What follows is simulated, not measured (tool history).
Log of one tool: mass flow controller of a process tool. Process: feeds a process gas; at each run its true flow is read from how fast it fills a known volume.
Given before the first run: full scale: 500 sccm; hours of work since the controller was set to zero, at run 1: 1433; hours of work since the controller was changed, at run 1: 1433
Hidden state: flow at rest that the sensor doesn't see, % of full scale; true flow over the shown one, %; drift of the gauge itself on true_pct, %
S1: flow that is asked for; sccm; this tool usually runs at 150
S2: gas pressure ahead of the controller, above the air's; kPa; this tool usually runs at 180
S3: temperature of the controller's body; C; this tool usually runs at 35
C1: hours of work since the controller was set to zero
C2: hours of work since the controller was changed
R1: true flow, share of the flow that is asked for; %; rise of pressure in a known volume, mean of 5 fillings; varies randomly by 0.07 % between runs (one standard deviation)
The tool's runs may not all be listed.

{"run": 1, "hour": 0.0, "S1": 150, "S2": 180, "S3": 35, "C1": 1433, "C2": 1433, "R1": 98.91}
{"run": 2, "hour": 531.8, "S1": 148, "S2": 180, "S3": 35, "C1": 1752, "C2": 1752, "R1": 99.08}
{"run": 3, "hour": 755.2, "S1": 150, "S2": 180, "S3": 29, "C1": 1886, "C2": 1886, "R1": 98.68}
{"run": 4, "hour": 1108.3, "S1": 150, "S2": 180, "S3": 29, "C1": 2098, "C2": 2098, "R1": 98.78}
{"run": 5, "hour": 1521.3, "S1": 150, "S2": 180, "S3": 35, "C1": 2346, "C2": 2346, "R1": 99.08}
{"run": 6, "hour": 1939.6, "S1": 150, "S2": 180, "S3": 35, "C1": 2597, "C2": 2597, "R1": 99.23}
{"run": 7, "hour": 2429.5, "S1": 150, "S2": 197, "S3": 35, "C1": 2891, "C2": 2891, "R1": 99.46}
{"run": 8, "hour": 2701.3, "S1": 150, "S2": 197, "S3": 35, "C1": 3054, "C2": 3054, "R1": 99.47}
{"run": 9, "hour": 3126.2, "S1": 150, "S2": 258, "S3": 35, "C1": 3309, "C2": 3309, "R1": 99.76}
{"run": 10, "hour": 3505.5, "S1": 203, "S2": 180, "S3": 35, "C1": 3537, "C2": 3537, "R1": 99.81}
{"run": 11, "hour": 3764.2, "S1": 203, "S2": 180, "S3": 35, "C1": 3692, "C2": 3692, "R1": 99.88}
{"run": 12, "hour": 4157.3, "S1": 203, "S2": 180, "S3": 35, "C1": 3928, "C2": 3928, "R1": 99.77}
{"run": 13, "hour": 4700.3, "S1": 203, "S2": 180, "S3": 35, "C1": 4254, "C2": 4254, "R1": 99.98}
{"run": 14, "hour": 5182.0, "S1": 310, "S2": 238, "S3": 32, "C1": 4543, "C2": 4543, "R1": 100.47}
{"run": 15, "hour": 5414.1, "S1": 310, "S2": 238, "S3": 32, "C1": 4682, "C2": 4682, "R1": 100.54}
{"run": 16, "hour": 5883.2, "S1": 310, "S2": 238, "S3": 32, "C1": 4963, "C2": 4963, "R1": 100.6}
{"run": 17, "hour": 6436.7, "S1": 98, "S2": 242, "S3": 23, "C1": 5296, "C2": 5296, "R1": 99.22}
{"run": 18, "hour": 6976.7, "S1": 95, "S2": 180, "S3": 35, "C1": 5620, "C2": 5620, "R1": 99.91}
{"hour": 7143.7, "done": "controller's zero set anew"}
{"run": 19, "hour": 7370.4, "S1": 122, "S2": 188, "S3": 22, "C1": 136, "C2": 5856, "R1": 99.19}
{"run": 20, "hour": 7669.4, "S1": 183, "S2": 180, "S3": 34, "C1": 316, "C2": 6035, "R1": 100.43}

What if the next run were any one of these 4? Each begins from the tool's condition after run 20:
{"run": "A", "hour": 8060.4, "S1": 440, "S2": 213, "S3": 40, "C1": 550, "C2": 6270, "R1": "?"}
{"run": "B", "hour": 8060.4, "S1": 120, "S2": 189, "S3": 35, "C1": 550, "C2": 6270, "R1": "?"}
{"run": "C", "hour": 8060.4, "S1": 183, "S2": 271, "S3": 31, "C1": 550, "C2": 6270, "R1": "?"}
{"run": "D", "hour": 8060.4, "S1": 150, "S2": 180, "S3": 26, "C1": 550, "C2": 6270, "R1": "?"}

run=A R1=101.89
run=B R1=100.13
run=C R1=100.44
run=D R1=99.76
Take away the tool's hidden state, keep each run's random variation, and the runs would have read:
run=A R1=100.57
run=B R1=98.83
run=C R1=99.14
run=D R1=98.47
